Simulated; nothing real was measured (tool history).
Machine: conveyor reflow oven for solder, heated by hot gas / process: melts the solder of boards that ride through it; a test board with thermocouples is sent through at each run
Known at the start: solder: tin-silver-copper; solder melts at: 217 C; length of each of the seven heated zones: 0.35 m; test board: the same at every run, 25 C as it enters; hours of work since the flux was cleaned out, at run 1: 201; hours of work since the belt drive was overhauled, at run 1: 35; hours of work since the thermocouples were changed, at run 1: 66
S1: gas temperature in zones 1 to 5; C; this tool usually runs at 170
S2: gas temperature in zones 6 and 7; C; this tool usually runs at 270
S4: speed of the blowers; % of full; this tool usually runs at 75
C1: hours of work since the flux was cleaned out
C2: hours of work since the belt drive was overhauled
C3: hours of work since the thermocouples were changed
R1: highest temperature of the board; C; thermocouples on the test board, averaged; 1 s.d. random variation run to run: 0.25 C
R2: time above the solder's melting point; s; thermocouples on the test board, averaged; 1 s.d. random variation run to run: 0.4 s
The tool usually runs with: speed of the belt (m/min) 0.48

{"run": 1, "hour": 0.0, "S1": 170, "S2": 270, "speed of the belt (m/min)": 0.48, "S4": 75, "C1": 201, "C2": 35, "C3": 66, "R1": 252.9, "R2": 63.9}
{"run": 2, "hour": 7.6, "S1": 170, "S2": 270, "speed of the belt (m/min)": 0.48, "S4": 58, "C1": 206, "C2": 40, "C3": 70, "R1": 246.9, "R2": 56.6}
{"hour": 15.1, "done": "flux residue cleaned out of gas plates and filters"}
{"run": 3, "hour": 23.2, "S1": 170, "S2": 270, "speed of the belt (m/min)": 0.48, "S4": 58, "C1": 5, "C2": 46, "C3": 77, "R1": 247, "R2": 57.1}
{"run": 4, "hour": 34.8, "S1": 170, "S2": 259, "speed of the belt (m/min)": 0.48, "S4": 75, "C1": 12, "C2": 53, "C3": 84, "R1": 243.4, "R2": 55.8}
{"run": 5, "hour": 40.6, "S1": 170, "S2": 280, "speed of the belt (m/min)": 0.48, "S4": 75, "C1": 15, "C2": 57, "C3": 87, "R1": 261.9, "R2": 69.8}
{"run": 6, "hour": 48.6, "S1": 170, "S2": 280, "speed of the belt (m/min)": 0.48, "S4": 75, "C1": 20, "C2": 62, "C3": 92, "R1": 261.4, "R2": 70.5}
{"run": 7, "hour": 58.0, "S1": 170, "S2": 280, "speed of the belt (m/min)": 0.48, "S4": 75, "C1": 26, "C2": 67, "C3": 98, "R1": 261.4, "R2": 70.2}
{"run": 8, "hour": 69.8, "S1": 170, "S2": 280, "speed of the belt (m/min)": 0.48, "S4": 75, "C1": 33, "C2": 75, "C3": 105, "R1": 261.3, "R2": 69.6}
{"run": 9, "hour": 80.5, "S1": 170, "S2": 270, "speed of the belt (m/min)": 0.48, "S4": 75, "C1": 40, "C2": 81, "C3": 112, "R1": 253, "R2": 64.8}
{"run": 10, "hour": 91.2, "S1": 170, "S2": 270, "speed of the belt (m/min)": 0.48, "S4": 75, "C1": 46, "C2": 88, "C3": 118, "R1": 253.1, "R2": 63.7}
{"run": 11, "hour": 96.7, "S1": 170, "S2": 270, "speed of the belt (m/min)": 0.48, "S4": 75, "C1": 50, "C2": 91, "C3": 122, "R1": 253.1, "R2": 64.4}
{"run": 12, "hour": 106.8, "S1": 170, "S2": 270, "speed of the belt (m/min)": 0.48, "S4": 75, "C1": 56, "C2": 97, "C3": 128, "R1": 252.9, "R2": 63.6}
{"run": 13, "hour": 118.8, "S1": 170, "S2": 270, "speed of the belt (m/min)": 0.48, "S4": 75, "C1": 63, "C2": 104, "C3": 135, "R1": 252.9, "R2": 63.7}
{"run": 14, "hour": 127.1, "S1": 170, "S2": 270, "speed of the belt (m/min)": 0.48, "S4": 75, "C1": 68, "C2": 109, "C3": 140, "R1": 253, "R2": 64.1}
{"run": 15, "hour": 134.8, "S1": 170, "S2": 270, "speed of the belt (m/min)": 0.48, "S4": 75, "C1": 73, "C2": 114, "C3": 145, "R1": 253, "R2": 64.3}
{"run": 16, "hour": 143.4, "S1": 170, "S2": 270, "speed of the belt (m/min)": 0.48, "S4": 75, "C1": 78, "C2": 119, "C3": 150, "R1": 252.6, "R2": 64}
{"run": 17, "hour": 152.8, "S1": 164, "S2": 270, "speed of the belt (m/min)": 0.48, "S4": 75, "C1": 84, "C2": 125, "C3": 156, "R1": 252.3, "R2": 61.2}
{"run": 18, "hour": 158.1, "S1": 165, "S2": 270, "speed of the belt (m/min)": 0.48, "S4": 75, "C1": 87, "C2": 128, "C3": 159, "R1": 251.9, "R2": 62.2}
{"run": 19, "hour": 169.1, "S1": 165, "S2": 261, "speed of the belt (m/min)": 0.568, "S4": 75, "C1": 93, "C2": 135, "C3": 165, "R1": 238.1, "R2": 38.4}
{"run": 20, "hour": 178.3, "S1": 165, "S2": 261, "speed of the belt (m/min)": 0.568, "S4": 75, "C1": 99, "C2": 140, "C3": 171, "R1": 238.7, "R2": 38.8}
{"run": 21, "hour": 184.3, "S1": 164, "S2": 282, "speed of the belt (m/min)": 0.411, "S4": 54, "C1": 103, "C2": 144, "C3": 175, "R1": 260.1, "R2": 78.4}
{"run": 22, "hour": 191.9, "S1": 181, "S2": 270, "speed of the belt (m/min)": 0.446, "S4": 81, "C1": 107, "C2": 149, "C3": 179, "R1": 258.5, "R2": 78.9}
{"run": 23, "hour": 201.0, "S1": 181, "S2": 269, "speed of the belt (m/min)": 0.554, "S4": 86, "C1": 113, "C2": 154, "C3": 185, "R1": 252.3, "R2": 59.1}
{"run": 24, "hour": 211.0, "S1": 181, "S2": 269, "speed of the belt (m/min)": 0.554, "S4": 86, "C1": 119, "C2": 160, "C3": 191, "R1": 252.7, "R2": 58.9}
{"run": 25, "hour": 223.5, "S1": 181, "S2": 269, "speed of the belt (m/min)": 0.554, "S4": 86, "C1": 126, "C2": 168, "C3": 198, "R1": 252.4, "R2": 58.7}
{"run": 26, "hour": 232.1, "S1": 170, "S2": 266, "speed of the belt (m/min)": 0.561, "S4": 51, "C1": 132, "C2": 173, "C3": 204, "R1": 233.2, "R2": 31.3}
{"run": 27, "hour": 238.4, "S1": 175, "S2": 266, "speed of the belt (m/min)": 0.561, "S4": 51, "C1": 135, "C2": 177, "C3": 207, "R1": 235.1, "R2": 34.6}
{"run": 28, "hour": 250.3, "S1": 184, "S2": 264, "speed of the belt (m/min)": 0.425, "S4": 51, "C1": 143, "C2": 184, "C3": 215, "R1": 246.7, "R2": 71.8}
{"run": 29, "hour": 259.6, "S1": 170, "S2": 259, "speed of the belt (m/min)": 0.486, "S4": 51, "C1": 148, "C2": 190, "C3": 220, "R1": 234.7, "R2": 39.1}
{"run": 30, "hour": 268.4, "S1": 170, "S2": 259, "speed of the belt (m/min)": 0.486, "S4": 51, "C1": 154, "C2": 195, "C3": 226, "R1": 234.2, "R2": 40.1}
{"run": 31, "hour": 274.6, "S1": 161, "S2": 270, "speed of the belt (m/min)": 0.48, "S4": 79, "C1": 157, "C2": 199, "C3": 229, "R1": 252.4, "R2": 61.4}
{"run": 32, "hour": 280.0, "S1": 177, "S2": 270, "speed of the belt (m/min)": 0.48, "S4": 79, "C1": 161, "C2": 202, "C3": 233, "R1": 255.3, "R2": 69.4}

Forecast each of these 3 alternatives for the next run:
{"run": "A", "hour": 290.7, "S1": 170, "S2": 270, "speed of the belt (m/min)": 0.48, "S4": 52, "C1": 167, "C2": 209, "C3": 239, "R1": "?", "R2": "?"}
{"run": "B", "hour": 290.7, "S1": 169, "S2": 259, "speed of the belt (m/min)": 0.48, "S4": 75, "C1": 167, "C2": 209, "C3": 239, "R1": "?", "R2": "?"}
{"run": "C", "hour": 290.7, "S1": 177, "S2": 278, "speed of the belt (m/min)": 0.48, "S4": 79, "C1": 167, "C2": 209, "C3": 239, "R1": "?", "R2": "?"}

run=A R1=244.1 R2=53.7
run=B R1=243 R2=55.3
run=C R1=262.1 R2=73.5
Take away the tool's hidden state, keep each run's random variation, and the runs would have read:
run=A R1=244.1 R2=53.6
run=B R1=243 R2=55.3
run=C R1=262.1 R2=73.5
